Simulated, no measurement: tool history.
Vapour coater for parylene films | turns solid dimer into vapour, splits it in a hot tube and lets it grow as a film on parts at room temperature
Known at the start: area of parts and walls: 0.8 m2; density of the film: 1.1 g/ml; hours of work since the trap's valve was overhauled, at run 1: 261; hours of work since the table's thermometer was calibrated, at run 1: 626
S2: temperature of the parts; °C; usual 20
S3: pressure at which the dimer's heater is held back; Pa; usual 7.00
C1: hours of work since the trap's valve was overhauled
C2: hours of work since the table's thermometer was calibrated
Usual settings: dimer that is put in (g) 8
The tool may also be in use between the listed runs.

run 1 hour=0.0 | dimer_that_is_put_in_(g)=8 S2=20 S3=7.00 | C1=261 C2=626 | thickness_of_the_film_(um)=5.63
run 2 hour=45.2 | dimer_that_is_put_in_(g)=8 S2=20 S3=7.00 | C1=282 C2=647 | thickness_of_the_film_(um)=5.54
run 3 hour=99.3 | dimer_that_is_put_in_(g)=8 S2=20 S3=7.00 | C1=307 C2=672 | thickness_of_the_film_(um)=5.54
run 4 hour=145.5 | dimer_that_is_put_in_(g)=8 S2=20 S3=7.00 | C1=328 C2=693 | thickness_of_the_film_(um)=5.44
run 5 hour=188.7 | dimer_that_is_put_in_(g)=8 S2=20 S3=7.00 | C1=348 C2=713 | thickness_of_the_film_(um)=5.43
-- hour=212.5 trap's valve overhauled
run 6 hour=243.5 | dimer_that_is_put_in_(g)=8 S2=20 S3=7.00 | C1=14 C2=737 | thickness_of_the_film_(um)=6.07
run 7 hour=287.9 | dimer_that_is_put_in_(g)=8 S2=20 S3=7.00 | C1=35 C2=758 | thickness_of_the_film_(um)=6.04
run 8 hour=348.2 | dimer_that_is_put_in_(g)=8 S2=20 S3=7.00 | C1=63 C2=785 | thickness_of_the_film_(um)=5.96
run 9 hour=378.6 | dimer_that_is_put_in_(g)=8 S2=20 S3=7.00 | C1=77 C2=800 | thickness_of_the_film_(um)=5.88
run 10 hour=423.4 | dimer_that_is_put_in_(g)=8 S2=15 S3=7.00 | C1=98 C2=820 | thickness_of_the_film_(um)=7.26
run 11 hour=457.7 | dimer_that_is_put_in_(g)=4 S2=28 S3=2.80 | C1=114 C2=836 | thickness_of_the_film_(um)=2.22
run 12 hour=485.3 | dimer_that_is_put_in_(g)=4 S2=28 S3=2.80 | C1=126 C2=849 | thickness_of_the_film_(um)=2.23
-- hour=491.6 table's thermometer calibrated
run 13 hour=545.6 | dimer_that_is_put_in_(g)=4 S2=28 S3=2.80 | C1=154 C2=25 | thickness_of_the_film_(um)=2.20
run 14 hour=574.1 | dimer_that_is_put_in_(g)=4 S2=28 S3=2.80 | C1=167 C2=38 | thickness_of_the_film_(um)=2.21
run 15 hour=600.5 | dimer_that_is_put_in_(g)=4 S2=28 S3=2.80 | C1=179 C2=50 | thickness_of_the_film_(um)=2.21
run 16 hour=639.4 | dimer_that_is_put_in_(g)=4 S2=28 S3=2.80 | C1=197 C2=68 | thickness_of_the_film_(um)=2.15
run 17 hour=682.8 | dimer_that_is_put_in_(g)=4 S2=20 S3=2.12 | C1=217 C2=89 | thickness_of_the_film_(um)=3.18
-- hour=718.4 table's thermometer calibrated, once more
run 18 hour=740.9 | dimer_that_is_put_in_(g)=4 S2=26 S3=2.26 | C1=244 C2=10 | thickness_of_the_film_(um)=2.32
run 19 hour=783.0 | dimer_that_is_put_in_(g)=4 S2=26 S3=2.26 | C1=263 C2=30 | thickness_of_the_film_(um)=2.29

Forecast each of these 4 alternatives for the next run:
run A hour=816.4 | dimer_that_is_put_in_(g)=5 S2=20 S3=8.33 | C1=279 C2=45 | thickness_of_the_film_(um)=?
run B hour=816.4 | dimer_that_is_put_in_(g)=5 S2=30 S3=2.05 | C1=279 C2=45 | thickness_of_the_film_(um)=?
run C hour=816.4 | dimer_that_is_put_in_(g)=4 S2=22 S3=11.63 | C1=279 C2=45 | thickness_of_the_film_(um)=?
run D hour=816.4 | dimer_that_is_put_in_(g)=6 S2=20 S3=2.55 | C1=279 C2=45 | thickness_of_the_film_(um)=?

run=A thickness_of_the_film_(um)=3.30
run=B thickness_of_the_film_(um)=2.41
run=C thickness_of_the_film_(um)=2.33
run=D thickness_of_the_film_(um)=4.44
Without the tool's hidden state the same runs would have given:
run=A thickness_of_the_film_(um)=3.65
run=B thickness_of_the_film_(um)=2.66
run=C thickness_of_the_film_(um)=2.58
run=D thickness_of_the_film_(um)=4.91

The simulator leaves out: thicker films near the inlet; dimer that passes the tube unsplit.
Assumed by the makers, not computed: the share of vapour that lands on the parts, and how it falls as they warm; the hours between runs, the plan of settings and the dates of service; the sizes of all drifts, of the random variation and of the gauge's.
